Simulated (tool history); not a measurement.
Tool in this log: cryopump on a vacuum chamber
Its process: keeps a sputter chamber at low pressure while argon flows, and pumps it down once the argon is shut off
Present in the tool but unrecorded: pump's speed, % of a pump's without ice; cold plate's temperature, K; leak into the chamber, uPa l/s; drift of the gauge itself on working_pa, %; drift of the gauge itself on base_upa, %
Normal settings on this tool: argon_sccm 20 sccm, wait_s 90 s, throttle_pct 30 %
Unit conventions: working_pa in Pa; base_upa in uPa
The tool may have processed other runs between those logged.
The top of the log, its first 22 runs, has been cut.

run     day  argon_sccm  wait_s  throttle_pct  hours of work since the pump was warmed up and emptied  hours of work since the cold head was overhauled  hours of work since the chamber's fittings were tightened  working_pa  base_upa
 23  12.275          12      55            17                                                     389                                               389                                                       1045      0.0685      1.76
 24  12.888          12      40            59                                                     397                                               397                                                       1053      0.0213      2.38
 25  13.404          12     161            34                                                     403                                               403                                                       1059      0.0347      0.83
 26  13.925          10     269            34                                                     409                                               409                                                       1065      0.0289      0.65
 27  14.358          16      61            28                                                     415                                               415                                                       1070      0.0548      1.64
 28  15.233          36     285            48                                                     425                                               425                                                       1081      0.0756      0.56
 29  15.654          17      71            30                                                     430                                               430                                                       1086      0.0555      1.43
 30  16.383          10      90            31                                                     439                                               439                                                       1095      0.0316      1.25
 31  17.192          18      34            41                                                     449                                               449                                                       1105      0.0430      2.68
 32  17.958          18      34            41                                                     458                                               458                                                       1114      0.0435      2.66
 33  18.742          18      34            41                                                     468                                               468                                                       1124      0.0436      2.81
 34  19.608          37     131            44                                                     478                                               478                                                       1134      0.0845      0.98

Each row is a separate what-if for the run after 34, all from the same tool condition, not one after another. Results?
  A  20.038          17     112            18                                                     484                                               484                                                       1139           ?         ?
  B  20.038          30      90            30                                                     484                                               484                                                       1139           ?         ?
  C  20.038          16      51            25                                                     484                                               484                                                       1139           ?         ?
  D  20.038           8     119            19                                                     484                                               484                                                       1139           ?         ?

run  working_pa  base_upa
  A      0.0911      1.06
  B      0.0981      1.27
  C      0.0623      1.98
  D      0.0413      1.01
With the hidden condition removed and each run's random variation left untouched, the same runs would have given:
run  working_pa  base_upa
  A      0.0881      0.88
  B      0.0929      1.09
  C      0.0594      1.80
  D      0.0399      0.84

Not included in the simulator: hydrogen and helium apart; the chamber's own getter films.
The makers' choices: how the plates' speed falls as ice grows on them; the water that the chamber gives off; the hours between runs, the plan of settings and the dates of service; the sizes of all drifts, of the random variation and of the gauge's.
